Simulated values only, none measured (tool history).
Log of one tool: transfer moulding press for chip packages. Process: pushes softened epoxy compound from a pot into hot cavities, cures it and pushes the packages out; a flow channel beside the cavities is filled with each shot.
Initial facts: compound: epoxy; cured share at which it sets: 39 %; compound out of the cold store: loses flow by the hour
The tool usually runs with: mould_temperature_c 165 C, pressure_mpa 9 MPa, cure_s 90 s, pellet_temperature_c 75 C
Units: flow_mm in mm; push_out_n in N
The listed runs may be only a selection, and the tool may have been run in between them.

run	hour	mould_temperature_c	pressure_mpa	cure_s	pellet_temperature_c	incoming compound's hours out of the cold store	flow_mm	push_out_n
1	0	165	9	90	75	29.9	508	521
2	45.7	165	9	119	75	31.8	503	404
3	85.7	165	9	87	75	39.8	481	525
4	112.5	165	9	87	75	33	499	549
5	158.2	165	9	90	75	15.8	550	560
6	188.1	165	9	90	75	13.2	560	560
7	217.1	165	9	90	75	40.3	483	522
8	255.3	165	9	90	67	45.1	468	533
9	296.7	165	9	73	75	34.1	497	806
10	319.8	169	9	73	75	43.4	463	626
11	350.1	169	9	73	75	38.1	479	599
12	411	165	9	90	75	41.2	480	529
13	446	158	9	90	75	29.8	522	855
14	502.8	160	9	76	67	37.9	496	1050
15	538.3	171	9	94	67	27.9	504	433
16	592	171	9	97	67	38.5	477	427
17	644.4	168	9	71	83	27.3	512	697
18	698.2	165	9.54	90	80	48	473	529
19	729.8	165	9.54	90	80	30.9	520	522
20	760.9	165	9.54	90	80	45.3	480	499
21	794	161	9.54	103	80	38.4	505	539
22	850.1	165	9	90	83	39.8	481	521
23	893.3	166	10.08	103	67	14	590	473
24	941.4	160	8.73	103	67	19.2	543	585
25	977.4	160	8.73	103	78	46.5	465	551
26	1015.8	165	9	90	85	46.8	462	523

Taken out of this log: 21 entries between the listed runs. Where each belongs, and how the hidden state differs across it:
After run 1, before run 2: cavities cleaned with cleaning compound and waxed (hour 27.6)
  pressure that reaches the compound, % of what is set: 99.95 -> 99.93; grip of the stained cavities, % over clean ones': 0.8 -> 0.4
After run 2, before run 3: plunger's sealing rings changed (hour 55.5)
  pressure that reaches the compound, % of what is set: 99.93 -> 99.98; grip of the stained cavities, % over clean ones': 0.4 -> 0.9
After run 3, before run 4: cavities cleaned with cleaning compound and waxed (hour 103.6)
  pressure that reaches the compound, % of what is set: 99.98 -> 99.97; grip of the stained cavities, % over clean ones': 0.9 -> 0.3
After run 5, before run 6: cavities cleaned with cleaning compound and waxed (hour 179.9)
  pressure that reaches the compound, % of what is set: 99.96 -> 99.95; grip of the stained cavities, % over clean ones': 0.9 -> 0.2
After run 7, before run 8: plunger's sealing rings changed (hour 226.2); cavities cleaned with cleaning compound and waxed (hour 255.3)
  pressure that reaches the compound, % of what is set: 99.94 -> 99.98; grip of the stained cavities, % over clean ones': 0.7 -> 0
After run 10, before run 11: cavities cleaned with cleaning compound and waxed (hour 329.3)
  pressure that reaches the compound, % of what is set: 99.96 -> 99.95; grip of the stained cavities, % over clean ones': 0.9 -> 0.4
After run 11, before run 12: plunger's sealing rings changed (hour 395.9); cavities cleaned with cleaning compound and waxed (hour 408)
  pressure that reaches the compound, % of what is set: 99.95 -> 99.98; grip of the stained cavities, % over clean ones': 0.4 -> 0.1
After run 13, before run 14: cavities cleaned with cleaning compound and waxed (hour 480.2)
  pressure that reaches the compound, % of what is set: 99.97 -> 99.95; grip of the stained cavities, % over clean ones': 0.6 -> 0.5
After run 15, before run 16: cavities cleaned with cleaning compound and waxed (hour 552.1); plunger's sealing rings changed (hour 571.8)
  true mould temperature over the reading, C: 0 -> -0.01; pressure that reaches the compound, % of what is set: 99.94 -> 99.99; grip of the stained cavities, % over clean ones': 0.9 -> 0.7
After run 16, before run 17: cavities cleaned with cleaning compound and waxed (hour 628.7)
  pressure that reaches the compound, % of what is set: 99.99 -> 99.97; grip of the stained cavities, % over clean ones': 0.7 -> 0.4
After run 18, before run 19: cavities cleaned with cleaning compound and waxed (hour 704.1)
  pressure that reaches the compound, % of what is set: 99.95 -> 99.94; grip of the stained cavities, % over clean ones': 1 -> 0.5
After run 19, before run 20: mould's thermocouples calibrated (hour 738.2); plunger's sealing rings changed (hour 744.4)
  true mould temperature over the reading, C: -0.01 -> 0; pressure that reaches the compound, % of what is set: 99.94 -> 99.99; grip of the stained cavities, % over clean ones': 0.5 -> 0.8
After run 20, before run 21: cavities cleaned with cleaning compound and waxed (hour 780.6)
  pressure that reaches the compound, % of what is set: 99.99 -> 99.98; grip of the stained cavities, % over clean ones': 0.8 -> 0.3
After run 22, before run 23: cavities cleaned with cleaning compound and waxed (hour 856.6)
  pressure that reaches the compound, % of what is set: 99.96 -> 99.94; grip of the stained cavities, % over clean ones': 0.9 -> 0.6
After run 23, before run 24: plunger's sealing rings changed (hour 914.6); cavities cleaned with cleaning compound and waxed (hour 934.2)
  pressure that reaches the compound, % of what is set: 99.94 -> 99.98; grip of the stained cavities, % over clean ones': 0.6 -> 0.2
After run 25, before run 26: cavities cleaned with cleaning compound and waxed (hour 1007.6)
  pressure that reaches the compound, % of what is set: 99.97 -> 99.96; grip of the stained cavities, % over clean ones': 0.7 -> 0.2

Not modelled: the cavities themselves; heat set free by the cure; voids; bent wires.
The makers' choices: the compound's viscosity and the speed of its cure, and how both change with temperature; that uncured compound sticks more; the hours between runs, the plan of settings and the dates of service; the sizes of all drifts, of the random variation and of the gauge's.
